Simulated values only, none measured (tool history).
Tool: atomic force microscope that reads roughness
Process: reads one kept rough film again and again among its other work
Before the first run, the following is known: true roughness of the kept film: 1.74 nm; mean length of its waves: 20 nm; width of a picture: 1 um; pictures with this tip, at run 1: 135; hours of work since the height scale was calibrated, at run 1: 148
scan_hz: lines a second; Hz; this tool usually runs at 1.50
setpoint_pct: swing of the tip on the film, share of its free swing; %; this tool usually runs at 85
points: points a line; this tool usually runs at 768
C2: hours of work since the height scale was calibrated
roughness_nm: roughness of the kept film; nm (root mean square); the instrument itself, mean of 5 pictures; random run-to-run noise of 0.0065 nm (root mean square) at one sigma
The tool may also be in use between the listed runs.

Run 1, day 0.000: usual settings; pictures with this tip 135; C2 148. Result: roughness_nm 1.006 nm (root mean square).
Run 2, day 0.233: usual settings but points 764; pictures with this tip 146; C2 152. Result: roughness_nm 0.994 nm (root mean square).
Run 3, day 0.442: usual settings but points 764; pictures with this tip 155; C2 156. Result: roughness_nm 0.981 nm (root mean square).
Run 4, day 0.775: usual settings but setpoint_pct 74 %, points 764; pictures with this tip 170; C2 162. Result: roughness_nm 1.020 nm (root mean square).
At day 0.992: new tip fitted.
Run 5, day 1.108: usual settings but setpoint_pct 74 %, points 420; pictures with this tip 6; C2 168. Result: roughness_nm 1.333 nm (root mean square).
Run 6, day 1.379: usual settings but setpoint_pct 74 %, points 420; pictures with this tip 18; C2 173. Result: roughness_nm 1.301 nm (root mean square).
Run 7, day 1.721: usual settings but setpoint_pct 74 %, points 420; pictures with this tip 34; C2 179. Result: roughness_nm 1.262 nm (root mean square).
Run 8, day 2.050: usual settings but setpoint_pct 74 %, points 420; pictures with this tip 48; C2 185. Result: roughness_nm 1.231 nm (root mean square).
Run 9, day 2.250: usual settings but setpoint_pct 74 %, points 420; pictures with this tip 58; C2 188. Result: roughness_nm 1.200 nm (root mean square).
Run 10, day 2.579: usual settings but setpoint_pct 74 %, points 420; pictures with this tip 73; C2 194. Result: roughness_nm 1.181 nm (root mean square).
Run 11, day 2.975: usual settings but setpoint_pct 74 %, points 420; pictures with this tip 90; C2 201. Result: roughness_nm 1.141 nm (root mean square).
Run 12, day 3.158: usual settings but setpoint_pct 74 %, points 420; pictures with this tip 99; C2 205. Result: roughness_nm 1.127 nm (root mean square).
Run 13, day 3.471: usual settings; pictures with this tip 113; C2 210. Result: roughness_nm 1.061 nm (root mean square).
Run 14, day 3.742: usual settings; pictures with this tip 125; C2 215. Result: roughness_nm 1.031 nm (root mean square).
Run 15, day 4.100: usual settings; pictures with this tip 142; C2 222. Result: roughness_nm 1.001 nm (root mean square).
Run 16, day 4.438: usual settings; pictures with this tip 157; C2 228. Result: roughness_nm 0.986 nm (root mean square).
Run 17, day 4.625: usual settings; pictures with this tip 165; C2 231. Result: roughness_nm 0.973 nm (root mean square).
At day 4.921: new tip fitted.
Run 18, day 5.029: usual settings; pictures with this tip 5; C2 238. Result: roughness_nm 1.264 nm (root mean square).
Run 19, day 5.254: usual settings; pictures with this tip 15; C2 242. Result: roughness_nm 1.243 nm (root mean square).
Run 20, day 5.671: usual settings but scan_hz 0.60 Hz; pictures with this tip 34; C2 249. Result: roughness_nm 1.322 nm (root mean square).
Run 21, day 5.962: usual settings; pictures with this tip 47; C2 255. Result: roughness_nm 1.172 nm (root mean square).
Run 22, day 6.138: usual settings; pictures with this tip 55; C2 258. Result: roughness_nm 1.161 nm (root mean square).
Run 23, day 6.546: usual settings but points 264; pictures with this tip 74; C2 265. Result: roughness_nm 1.095 nm (root mean square).
Run 24, day 6.771: usual settings but points 264; pictures with this tip 84; C2 269. Result: roughness_nm 1.072 nm (root mean square).
Run 25, day 7.067: usual settings but points 264; pictures with this tip 98; C2 274. Result: roughness_nm 1.043 nm (root mean square).
Run 26, day 7.483: usual settings; pictures with this tip 117; C2 282. Result: roughness_nm 1.043 nm (root mean square).
Run 27, day 7.808: usual settings but setpoint_pct 62 %; pictures with this tip 131; C2 288. Result: roughness_nm 1.115 nm (root mean square).
Run 28, day 8.021: usual settings but setpoint_pct 59 %; pictures with this tip 141; C2 292. Result: roughness_nm 1.116 nm (root mean square).
Run 29, day 8.396: usual settings but scan_hz 1.04 Hz, setpoint_pct 89 %; pictures with this tip 158; C2 298. Result: roughness_nm 1.009 nm (root mean square).
Run 30, day 8.692: usual settings but scan_hz 1.04 Hz, setpoint_pct 89 %; pictures with this tip 171; C2 304. Result: roughness_nm 0.984 nm (root mean square).
At day 8.875: new tip fitted.
Run 31, day 9.017: usual settings but scan_hz 1.04 Hz, setpoint_pct 89 %, points 377; pictures with this tip 6; C2 309. Result: roughness_nm 1.286 nm (root mean square).
Run 32, day 9.225: usual settings but scan_hz 2.55 Hz, setpoint_pct 64 %, points 268; pictures with this tip 16; C2 313. Result: roughness_nm 1.297 nm (root mean square).
Run 33, day 9.392: usual settings but scan_hz 0.69 Hz, setpoint_pct 73 %, points 959; pictures with this tip 23; C2 316. Result: roughness_nm 1.367 nm (root mean square).
Run 34, day 9.742: usual settings but scan_hz 1.16 Hz, setpoint_pct 62 %, points 304; pictures with this tip 39; C2 322. Result: roughness_nm 1.313 nm (root mean square).
Run 35, day 10.054: usual settings but scan_hz 1.12 Hz, setpoint_pct 88 %, points 503; pictures with this tip 53; C2 328. Result: roughness_nm 1.182 nm (root mean square).
Run 36, day 10.225: usual settings but scan_hz 2.95 Hz, setpoint_pct 65 %, points 508; pictures with this tip 61; C2 331. Result: roughness_nm 1.195 nm (root mean square).
Run 37, day 10.542: usual settings but scan_hz 2.95 Hz, setpoint_pct 72 %, points 508; pictures with this tip 76; C2 336. Result: roughness_nm 1.116 nm (root mean square).
Run 38, day 10.733: usual settings but setpoint_pct 77 %; pictures with this tip 84; C2 340. Result: roughness_nm 1.146 nm (root mean square).
Run 39, day 10.929: usual settings but scan_hz 3.76 Hz, setpoint_pct 64 %, points 634; pictures with this tip 93; C2 343. Result: roughness_nm 1.113 nm (root mean square).

Forecast run 40:
Run 40, day 11.175: usual settings but scan_hz 3.76 Hz, setpoint_pct 64 %, points 634; pictures with this tip 104; C2 348. Result: roughness_nm ?.

roughness_nm: 1.093 nm (root mean square)
Were there no unlogged condition in the tool, this run, its random variation unchanged, would have produced roughness_nm 1.320 nm (root mean square).
